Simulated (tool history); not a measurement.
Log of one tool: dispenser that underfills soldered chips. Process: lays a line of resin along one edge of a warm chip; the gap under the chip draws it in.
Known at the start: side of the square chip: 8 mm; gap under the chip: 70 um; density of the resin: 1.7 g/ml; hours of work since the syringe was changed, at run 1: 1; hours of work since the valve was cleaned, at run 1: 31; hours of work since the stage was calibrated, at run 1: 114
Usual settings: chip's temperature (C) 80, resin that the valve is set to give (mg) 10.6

run,hour,chip's temperature (C),resin that the valve is set to give (mg),hours of work since the syringe was changed,hours of work since the valve was cleaned,hours of work since the stage was calibrated,time until the resin shows at the far edge (s),resin that the valve gave (mg)
1,0,80,10.6,1,31,114,80.7,10.41
2,5.4,89,10.6,5,34,117,64.3,10.38
3,9.7,80,10.2,8,37,120,116.3,9.98
# hour 10.5: new syringe of resin
4,15,80,10.6,3,40,123,90.1,10.31
5,18.9,80,10.6,5,43,126,104.1,10.31
6,21.8,92,10.6,7,45,128,69,10.32
# hour 23.1: new syringe of resin
7,27.8,80,10.6,3,48,131,87.2,10.3
8,31.5,80,10.6,5,51,134,102.2,10.26
# hour 33: dispensing valve cleaned and set on the balance
9,35.5,87,10.6,7,2,136,85.1,10.56
# hour 36.6: new syringe of resin
10,40.7,80,10.6,3,5,139,87.3,10.58
11,45.2,80,10.6,6,8,142,103,10.53
# hour 49.1: new syringe of resin
12,49.6,80,11.2,0,10,144,74.6,11.17
13,53.3,80,11.2,3,13,147,86.9,11.12
14,58.2,80,11.2,6,16,150,105.2,11.14
# hour 61.5: new syringe of resin
15,61.8,80,10.6,0,18,152,77.5,10.53
16,66.6,86,10.6,3,21,155,71.5,10.53
17,71,80,9.8,6,24,158,113.7,9.66
# hour 73.8: new syringe of resin
18,75.4,78,10.6,1,27,161,88,10.49
19,80.9,95,9.1,5,30,164,53.5,8.94
20,85.7,76,12.2,8,33,167,139.6,11.99
# hour 86.4: new syringe of resin
21,91.7,76,12.2,3,37,171,108.6,11.95
22,96,76,12.2,6,40,174,128.5,11.93
# hour 98.9: new syringe of resin
23,101.7,76,12.2,2,43,177,100.5,11.9
24,104.7,76,12.2,4,45,179,112.6,11.95
25,108.3,84,10.1,6,48,182,93.2,9.83
# hour 111.3: new syringe of resin
26,112,69,10,0,50,184,132.8,9.73
# hour 114.8: dispensing valve cleaned and set on the balance
27,115.5,69,10,2,0,185,146.3,9.94
28,119.2,79,9.3,4,3,188,105.9,9.27
29,123.3,79,9.3,7,6,190,125.7,9.27
# hour 124.8: new syringe of resin
30,128,77,11.3,2,8,193,99.1,11.21
31,131.1,66,12.5,4,10,195,184.5,12.4
32,136.5,80,10,8,14,199,121.4,9.94
# hour 137.6: new syringe of resin
33,142.4,80,10,3,17,202,95.3,9.89
34,145.4,94,13.3,5,19,204,52.8,13.2
35,148.3,66,11.1,7,21,206,227.9,10.95

Forecast each of these 4 alternatives for the next run:
# hour 150.4: new syringe of resin
A,152.3,91,11.5,1,24,209,?,?
# hour 150.4: new syringe of resin
B,152.3,91,10.8,1,24,209,?,?
# hour 150.4: new syringe of resin
C,152.3,75,13.1,1,24,209,?,?
# hour 150.4: new syringe of resin
D,152.3,95,9.2,1,24,209,?,?

run,time until the resin shows at the far edge (s),resin that the valve gave (mg)
A,48.3,11.34
B,47.6,10.68
C,97.1,12.93
D,43.3,9.09
Without the tool's hidden state the same runs would have given:
run,time until the resin shows at the far edge (s),resin that the valve gave (mg)
A,43.7,11.5
B,43,10.82
C,87.4,13.11
D,39.1,9.22
